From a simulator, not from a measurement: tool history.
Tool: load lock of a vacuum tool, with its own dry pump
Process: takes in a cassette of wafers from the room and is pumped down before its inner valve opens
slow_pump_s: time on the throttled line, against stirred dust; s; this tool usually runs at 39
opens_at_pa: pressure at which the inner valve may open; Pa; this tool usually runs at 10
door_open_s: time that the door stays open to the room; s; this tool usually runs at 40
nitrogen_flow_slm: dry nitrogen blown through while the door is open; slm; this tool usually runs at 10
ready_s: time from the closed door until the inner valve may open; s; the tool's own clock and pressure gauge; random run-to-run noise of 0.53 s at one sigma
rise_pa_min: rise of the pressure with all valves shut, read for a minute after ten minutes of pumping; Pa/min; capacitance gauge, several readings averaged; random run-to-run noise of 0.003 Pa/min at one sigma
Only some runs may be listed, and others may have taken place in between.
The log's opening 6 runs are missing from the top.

run	hour	slow_pump_s	opens_at_pa	door_open_s	nitrogen_flow_slm	incoming humidity of the room's air, %	ready_s	rise_pa_min
7	1617	39	10	40	31	45.2	78.8	0.307
8	1784.3	39	10	40	31	46.6	79.1	0.317
9	2014.1	39	10	40	10	47.5	79.8	0.335
10	2315.9	39	10	40	10	44.1	79.5	0.341
11	2562.3	39	16	40	10	44.1	76.8	0.356
12	2912.8	39	10	40	10	42.7	80.1	0.358
13	3171	39	10	40	10	46.2	80.2	0.37
14	3470	39	10	40	10	47.8	79.8	0.392
15	3788	39	10	40	10	43.4	80.3	0.395
16	4037.1	39	10	40	10	47.4	80.6	0.411
17	4354.4	39	10	40	10	47.2	80.6	0.425
18	4675	39	10	40	10	44.2	80.5	0.413
19	4998.9	39	10	40	10	49.7	81.8	0.448
20	5318.5	39	10	40	10	43.8	81.9	0.457
21	5491.2	39	10	235	10	42	82	0.483
22	5683.8	39	15	32	43	43	79.2	0.459
23	5949.4	39	14	32	8	48	78	0.484
24	6123.7	39	10	135	12	39.5	82.2	0.489
25	6279.1	46	13	40	10	46.9	85.1	0.482
26	6520.7	46	13	40	10	44.2	86.3	0.498
27	6667.9	44	11	191	10	47	86	0.52
28	6847.8	36	15	114	10	44.3	77.5	0.526
29	7156.4	63	10	53	28	46.6	101.8	0.518

Run 30 comes next. What will it give?
30	7364.3	63	9	182	28	46	?	?

Run 30 came out at ready_s 103 s, rise_pa_min 0.537 Pa/min.
The same run, on a tool lacking any hidden state, would have yielded ready_s 95 s, rise_pa_min 0.034 Pa/min.
